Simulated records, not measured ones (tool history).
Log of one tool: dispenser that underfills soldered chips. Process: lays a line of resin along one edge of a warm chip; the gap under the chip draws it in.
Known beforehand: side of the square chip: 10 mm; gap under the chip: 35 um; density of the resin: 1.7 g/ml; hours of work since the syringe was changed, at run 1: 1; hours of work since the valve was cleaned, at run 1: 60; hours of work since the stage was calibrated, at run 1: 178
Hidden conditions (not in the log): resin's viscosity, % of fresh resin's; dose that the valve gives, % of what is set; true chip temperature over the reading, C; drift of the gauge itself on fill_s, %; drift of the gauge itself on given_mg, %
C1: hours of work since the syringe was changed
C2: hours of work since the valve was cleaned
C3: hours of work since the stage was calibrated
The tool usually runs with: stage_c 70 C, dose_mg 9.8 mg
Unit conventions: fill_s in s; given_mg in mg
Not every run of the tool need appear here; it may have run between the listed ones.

run 1 day=0 | stage_c=70 dose_mg=9.8 | C1=1 C2=60 C3=178 | fill_s=110.1 given_mg=9.46
run 2 day=0.229 | stage_c=70 dose_mg=9.8 | C1=5 C2=64 C3=182 | fill_s=121.5 given_mg=9.49
-- day=0.346 new syringe of resin
run 3 day=0.588 | stage_c=70 dose_mg=9.8 | C1=4 C2=69 C3=187 | fill_s=120.6 given_mg=9.52
-- day=0.746 new syringe of resin
run 4 day=1.038 | stage_c=70 dose_mg=11.93 | C1=4 C2=76 C3=193 | fill_s=120.1 given_mg=11.65
-- day=1.154 new syringe of resin
run 5 day=1.396 | stage_c=71 dose_mg=9.8 | C1=4 C2=81 C3=199 | fill_s=110.8 given_mg=9.47
-- day=1.567 new syringe of resin
run 6 day=1.662 | stage_c=71 dose_mg=9.8 | C1=1 C2=85 C3=203 | fill_s=103.6 given_mg=9.51
-- day=1.85 dispensing valve cleaned and set on the balance
-- day=2.017 new syringe of resin
run 7 day=2.054 | stage_c=71 dose_mg=9.8 | C1=1 C2=3 C3=208 | fill_s=100.7 given_mg=9.78
run 8 day=2.379 | stage_c=57 dose_mg=9.8 | C1=6 C2=8 C3=213 | fill_s=243.9 given_mg=9.82
-- day=2.425 new syringe of resin
run 9 day=2.683 | stage_c=57 dose_mg=9.8 | C1=4 C2=12 C3=217 | fill_s=230.2 given_mg=9.85
-- day=2.842 new syringe of resin
run 10 day=2.971 | stage_c=57 dose_mg=9.8 | C1=2 C2=16 C3=221 | fill_s=220 given_mg=9.73
-- day=3.25 new syringe of resin
run 11 day=3.292 | stage_c=70 dose_mg=9.8 | C1=1 C2=21 C3=226 | fill_s=105.8 given_mg=9.72
-- day=3.658 new syringe of resin
run 12 day=3.767 | stage_c=70 dose_mg=9.8 | C1=2 C2=28 C3=233 | fill_s=114 given_mg=9.7
-- day=4.092 new syringe of resin
run 13 day=4.092 | stage_c=70 dose_mg=9.8 | C1=0 C2=33 C3=238 | fill_s=105.2 given_mg=9.73
run 14 day=4.308 | stage_c=70 dose_mg=9.63 | C1=3 C2=36 C3=241 | fill_s=117.8 given_mg=9.57
-- day=4.504 new syringe of resin
run 15 day=4.783 | stage_c=70 dose_mg=9.63 | C1=4 C2=43 C3=248 | fill_s=120.8 given_mg=9.38
-- day=4.908 new syringe of resin
run 16 day=5.262 | stage_c=65 dose_mg=9.63 | C1=5 C2=50 C3=255 | fill_s=160.9 given_mg=9.48
-- day=5.304 new syringe of resin
run 17 day=5.675 | stage_c=58 dose_mg=9.8 | C1=6 C2=56 C3=261 | fill_s=229.9 given_mg=9.47
-- day=5.717 new syringe of resin
run 18 day=6.083 | stage_c=59 dose_mg=9.53 | C1=6 C2=62 C3=267 | fill_s=217.9 given_mg=9.23
-- day=6.125 new syringe of resin
run 19 day=6.475 | stage_c=81 dose_mg=10.7 | C1=5 C2=68 C3=273 | fill_s=72.7 given_mg=10.37
-- day=6.55 new syringe of resin
run 20 day=6.729 | stage_c=83 dose_mg=9.27 | C1=3 C2=72 C3=276 | fill_s=61.4 given_mg=8.98
-- day=6.946 new syringe of resin
run 21 day=7.158 | stage_c=66 dose_mg=9.17 | C1=3 C2=78 C3=283 | fill_s=136.4 given_mg=8.87
-- day=7.354 new syringe of resin
run 22 day=7.45 | stage_c=63 dose_mg=10.54 | C1=1 C2=82 C3=287 | fill_s=154.3 given_mg=10.25
run 23 day=7.667 | stage_c=63 dose_mg=10.54 | C1=5 C2=85 C3=290 | fill_s=172.3 given_mg=10.21
-- day=7.771 dispensing valve cleaned and set on the balance
-- day=7.817 new syringe of resin
run 24 day=8.021 | stage_c=63 dose_mg=10.54 | C1=3 C2=4 C3=295 | fill_s=161.8 given_mg=10.45
-- day=8.212 new syringe of resin
run 25 day=8.358 | stage_c=72 dose_mg=11.94 | C1=2 C2=9 C3=300 | fill_s=99.5 given_mg=11.93

What will run 26 give?
-- day=8.638 new syringe of resin
run 26 day=8.675 | stage_c=68 dose_mg=11.55 | C1=1 C2=13 C3=304 | fill_s=? given_mg=?

Run 26 came out at fill_s 114.1 s, given_mg 11.47 mg.
With the hidden condition absent and the run-to-run variation left alone, this run would have shown fill_s 124.2 s, given_mg 11.51 mg.
